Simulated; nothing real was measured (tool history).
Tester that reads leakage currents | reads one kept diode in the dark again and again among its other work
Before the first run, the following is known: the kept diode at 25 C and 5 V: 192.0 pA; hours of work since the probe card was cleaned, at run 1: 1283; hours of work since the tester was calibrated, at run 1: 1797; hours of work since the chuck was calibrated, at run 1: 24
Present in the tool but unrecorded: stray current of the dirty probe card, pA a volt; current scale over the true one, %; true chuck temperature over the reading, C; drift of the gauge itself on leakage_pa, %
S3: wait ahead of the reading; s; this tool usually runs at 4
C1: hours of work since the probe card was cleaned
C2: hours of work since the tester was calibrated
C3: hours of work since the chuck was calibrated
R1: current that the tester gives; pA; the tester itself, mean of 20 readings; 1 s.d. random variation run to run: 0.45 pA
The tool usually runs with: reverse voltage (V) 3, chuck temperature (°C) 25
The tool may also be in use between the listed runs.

run 1 hour=0 | reverse_voltage_(V)=3 chuck_temperature_(°C)=25 S3=4 | C1=1283 C2=1797 C3=24 | R1=151.7
run 2 hour=105.1 | reverse_voltage_(V)=3 chuck_temperature_(°C)=25 S3=4 | C1=1350 C2=1864 C3=91 | R1=151.3
run 3 hour=222.2 | reverse_voltage_(V)=1.84 chuck_temperature_(°C)=25 S3=4 | C1=1425 C2=1939 C3=166 | R1=118.29
run 4 hour=451 | reverse_voltage_(V)=1.84 chuck_temperature_(°C)=25 S3=4 | C1=1571 C2=2085 C3=312 | R1=117.88
run 5 hour=609.2 | reverse_voltage_(V)=3 chuck_temperature_(°C)=25 S3=4 | C1=1672 C2=2186 C3=413 | R1=149.78
run 6 hour=737.4 | reverse_voltage_(V)=3 chuck_temperature_(°C)=25 S3=4 | C1=1753 C2=2267 C3=494 | R1=149.1
run 7 hour=886.2 | reverse_voltage_(V)=5.88 chuck_temperature_(°C)=25 S3=4 | C1=1848 C2=2362 C3=589 | R1=208.08
run 8 hour=998.1 | reverse_voltage_(V)=2.08 chuck_temperature_(°C)=25 S3=4 | C1=1919 C2=2434 C3=660 | R1=123.21
run 9 hour=1201 | reverse_voltage_(V)=3 chuck_temperature_(°C)=25 S3=4 | C1=2049 C2=2563 C3=790 | R1=147.49
-- hour=1335.2 tester calibrated
run 10 hour=1407.1 | reverse_voltage_(V)=3 chuck_temperature_(°C)=25 S3=4 | C1=2179 C2=46 C3=920 | R1=147.02
run 11 hour=1535.1 | reverse_voltage_(V)=3 chuck_temperature_(°C)=25 S3=4 | C1=2260 C2=127 C3=1001 | R1=145.52
run 12 hour=1749.3 | reverse_voltage_(V)=3 chuck_temperature_(°C)=35 S3=4 | C1=2397 C2=264 C3=1138 | R1=300.4
-- hour=1879.7 tester calibrated, once more
run 13 hour=1966.1 | reverse_voltage_(V)=3 chuck_temperature_(°C)=35 S3=4 | C1=2534 C2=55 C3=1275 | R1=304.79
run 14 hour=2131.8 | reverse_voltage_(V)=3 chuck_temperature_(°C)=35 S3=0.34 | C1=2640 C2=161 C3=1381 | R1=305.25
run 15 hour=2225.4 | reverse_voltage_(V)=3 chuck_temperature_(°C)=35 S3=0.34 | C1=2699 C2=220 C3=1440 | R1=306.17
run 16 hour=2331.1 | reverse_voltage_(V)=3 chuck_temperature_(°C)=25 S3=8.89 | C1=2767 C2=288 C3=1508 | R1=146.39
-- hour=2525.1 probe card cleaned and baked
run 17 hour=2564 | reverse_voltage_(V)=3 chuck_temperature_(°C)=25 S3=8.89 | C1=25 C2=434 C3=1654 | R1=140.97
run 18 hour=2715.3 | reverse_voltage_(V)=3 chuck_temperature_(°C)=25 S3=8.89 | C1=121 C2=531 C3=1751 | R1=140.68
run 19 hour=2908.3 | reverse_voltage_(V)=3 chuck_temperature_(°C)=25 S3=8.89 | C1=244 C2=654 C3=1874 | R1=139.48
run 20 hour=3042.3 | reverse_voltage_(V)=4.34 chuck_temperature_(°C)=45 S3=2.59 | C1=330 C2=739 C3=1959 | R1=708.7
run 21 hour=3241.7 | reverse_voltage_(V)=1.23 chuck_temperature_(°C)=35 S3=4 | C1=457 C2=866 C3=2086 | R1=188.41
run 22 hour=3434.2 | reverse_voltage_(V)=1.23 chuck_temperature_(°C)=35 S3=4 | C1=579 C2=989 C3=2209 | R1=187.43
-- hour=3500.3 chuck's temperature calibrated
run 23 hour=3669.2 | reverse_voltage_(V)=1.23 chuck_temperature_(°C)=35 S3=4 | C1=728 C2=1137 C3=108 | R1=199.07
run 24 hour=3791.3 | reverse_voltage_(V)=1.23 chuck_temperature_(°C)=35 S3=4 | C1=806 C2=1215 C3=186 | R1=199.12
run 25 hour=3903.8 | reverse_voltage_(V)=1.23 chuck_temperature_(°C)=35 S3=4 | C1=878 C2=1287 C3=257 | R1=198.53
run 26 hour=4048.6 | reverse_voltage_(V)=1.33 chuck_temperature_(°C)=25 S3=4 | C1=970 C2=1379 C3=349 | R1=98.33
run 27 hour=4209.9 | reverse_voltage_(V)=1.33 chuck_temperature_(°C)=25 S3=4 | C1=1073 C2=1482 C3=452 | R1=98.21
run 28 hour=4393.7 | reverse_voltage_(V)=1.33 chuck_temperature_(°C)=25 S3=4 | C1=1190 C2=1599 C3=569 | R1=96.94
run 29 hour=4596.7 | reverse_voltage_(V)=10.86 chuck_temperature_(°C)=30 S3=1.13 | C1=1319 C2=1729 C3=699 | R1=398.39
run 30 hour=4766.9 | reverse_voltage_(V)=2.88 chuck_temperature_(°C)=30 S3=0.77 | C1=1428 C2=1837 C3=807 | R1=205.21
run 31 hour=4877.2 | reverse_voltage_(V)=2.88 chuck_temperature_(°C)=30 S3=0.77 | C1=1498 C2=1908 C3=878 | R1=204.7
run 32 hour=5071.9 | reverse_voltage_(V)=11.65 chuck_temperature_(°C)=45 S3=9.45 | C1=1622 C2=2032 C3=1002 | R1=1166.67
run 33 hour=5259.6 | reverse_voltage_(V)=10.65 chuck_temperature_(°C)=23 S3=0.71 | C1=1742 C2=2151 C3=1121 | R1=233.03
run 34 hour=5377.4 | reverse_voltage_(V)=5.72 chuck_temperature_(°C)=51 S3=1.33 | C1=1817 C2=2226 C3=1197 | R1=1211.39
run 35 hour=5529.9 | reverse_voltage_(V)=5.72 chuck_temperature_(°C)=51 S3=1.33 | C1=1914 C2=2324 C3=1294 | R1=1206.95
run 36 hour=5690.3 | reverse_voltage_(V)=5.72 chuck_temperature_(°C)=51 S3=1.33 | C1=2016 C2=2426 C3=1396 | R1=1201.33
run 37 hour=5801.1 | reverse_voltage_(V)=3.35 chuck_temperature_(°C)=45 S3=0.54 | C1=2087 C2=2496 C3=1467 | R1=619.61
run 38 hour=5970.9 | reverse_voltage_(V)=3 chuck_temperature_(°C)=51 S3=0.57 | C1=2195 C2=2605 C3=1575 | R1=865.56

4 ways to go on from here, each from the tool as it stands after run 38. What would each give?
-- hour=6040.5 tester calibrated
run A hour=6198.7 | reverse_voltage_(V)=18.87 chuck_temperature_(°C)=39 S3=0.63 | C1=2339 C2=101 C3=1719 | R1=?
-- hour=6040.5 tester calibrated
run B hour=6198.7 | reverse_voltage_(V)=1.77 chuck_temperature_(°C)=24 S3=4.38 | C1=2339 C2=101 C3=1719 | R1=?
-- hour=6040.5 tester calibrated
run C hour=6198.7 | reverse_voltage_(V)=3 chuck_temperature_(°C)=42 S3=0.57 | C1=2339 C2=101 C3=1719 | R1=?
-- hour=6040.5 tester calibrated
run D hour=6198.7 | reverse_voltage_(V)=3 chuck_temperature_(°C)=30 S3=5.81 | C1=2339 C2=101 C3=1719 | R1=?

run=A R1=979.82
run=B R1=100.51
run=C R1=480.36
run=D R1=203.81
Had the tool no hidden state, the same runs would have come out as:
run=A R1=1035.61
run=B R1=107.3
run=C R1=514.23
run=D R1=217.56
